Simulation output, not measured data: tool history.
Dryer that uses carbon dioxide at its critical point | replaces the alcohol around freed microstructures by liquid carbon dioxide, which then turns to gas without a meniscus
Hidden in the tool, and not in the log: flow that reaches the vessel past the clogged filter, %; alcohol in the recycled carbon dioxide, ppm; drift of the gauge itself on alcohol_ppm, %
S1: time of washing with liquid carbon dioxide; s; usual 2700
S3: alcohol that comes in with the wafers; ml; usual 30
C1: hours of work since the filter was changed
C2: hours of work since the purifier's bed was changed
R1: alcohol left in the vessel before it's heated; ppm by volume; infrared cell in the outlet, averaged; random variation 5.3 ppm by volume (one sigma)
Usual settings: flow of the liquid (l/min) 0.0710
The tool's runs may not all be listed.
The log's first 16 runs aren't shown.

{"run": 17, "hour": 327.9, "S1": 3540, "flow of the liquid (l/min)": 0.1111, "S3": 67, "C1": 413, "C2": 986, "R1": 208}
{"run": 18, "hour": 355.6, "S1": 3540, "flow of the liquid (l/min)": 0.1111, "S3": 67, "C1": 432, "C2": 1005, "R1": 212}
{"run": 19, "hour": 374.3, "S1": 2100, "flow of the liquid (l/min)": 0.1208, "S3": 30, "C1": 444, "C2": 1018, "R1": 263}
{"run": 20, "hour": 398.7, "S1": 3000, "flow of the liquid (l/min)": 0.0848, "S3": 110, "C1": 461, "C2": 1035, "R1": 378}
{"run": 21, "hour": 417.6, "S1": 2700, "flow of the liquid (l/min)": 0.0599, "S3": 30, "C1": 474, "C2": 1048, "R1": 801}
{"run": 22, "hour": 447.2, "S1": 2700, "flow of the liquid (l/min)": 0.0599, "S3": 30, "C1": 494, "C2": 1068, "R1": 844}
{"run": 23, "hour": 463.9, "S1": 2220, "flow of the liquid (l/min)": 0.0599, "S3": 32, "C1": 506, "C2": 1080, "R1": 1851}
{"hour": 471.6, "done": "purifier's bed changed"}
{"run": 24, "hour": 499.1, "S1": 2700, "flow of the liquid (l/min)": 0.071, "S3": 83, "C1": 528, "C2": 19, "R1": 805}
{"hour": 510.9, "done": "inlet filter changed"}
{"run": 25, "hour": 533.0, "S1": 2520, "flow of the liquid (l/min)": 0.0605, "S3": 117, "C1": 15, "C2": 41, "R1": 1559}
{"run": 26, "hour": 556.7, "S1": 2700, "flow of the liquid (l/min)": 0.075, "S3": 30, "C1": 31, "C2": 58, "R1": 98}
{"run": 27, "hour": 582.6, "S1": 2700, "flow of the liquid (l/min)": 0.1176, "S3": 30, "C1": 49, "C2": 75, "R1": 19}
{"run": 28, "hour": 605.0, "S1": 3060, "flow of the liquid (l/min)": 0.1134, "S3": 87, "C1": 64, "C2": 91, "R1": 27}
{"run": 29, "hour": 622.9, "S1": 3060, "flow of the liquid (l/min)": 0.1134, "S3": 87, "C1": 77, "C2": 103, "R1": 35}
{"run": 30, "hour": 647.5, "S1": 3060, "flow of the liquid (l/min)": 0.1134, "S3": 87, "C1": 94, "C2": 120, "R1": 25}

5 ways to go on from here, each from the tool as it stands after run 30. What would each give?
{"run": "A", "hour": 662.7, "S1": 2700, "flow of the liquid (l/min)": 0.0616, "S3": 30, "C1": 104, "C2": 130, "R1": "?"}
{"run": "B", "hour": 662.7, "S1": 2700, "flow of the liquid (l/min)": 0.071, "S3": 60, "C1": 104, "C2": 130, "R1": "?"}
{"run": "C", "hour": 662.7, "S1": 3240, "flow of the liquid (l/min)": 0.0975, "S3": 37, "C1": 104, "C2": 130, "R1": "?"}
{"run": "D", "hour": 662.7, "S1": 2520, "flow of the liquid (l/min)": 0.0935, "S3": 87, "C1": 104, "C2": 130, "R1": "?"}
{"run": "E", "hour": 662.7, "S1": 3660, "flow of the liquid (l/min)": 0.1134, "S3": 87, "C1": 104, "C2": 130, "R1": "?"}

run=A R1=321
run=B R1=297
run=C R1=28
run=D R1=128
run=E R1=39
Without the tool's hidden state the same runs would have given:
run=A R1=238
run=B R1=210
run=C R1=0
run=D R1=78
run=E R1=10
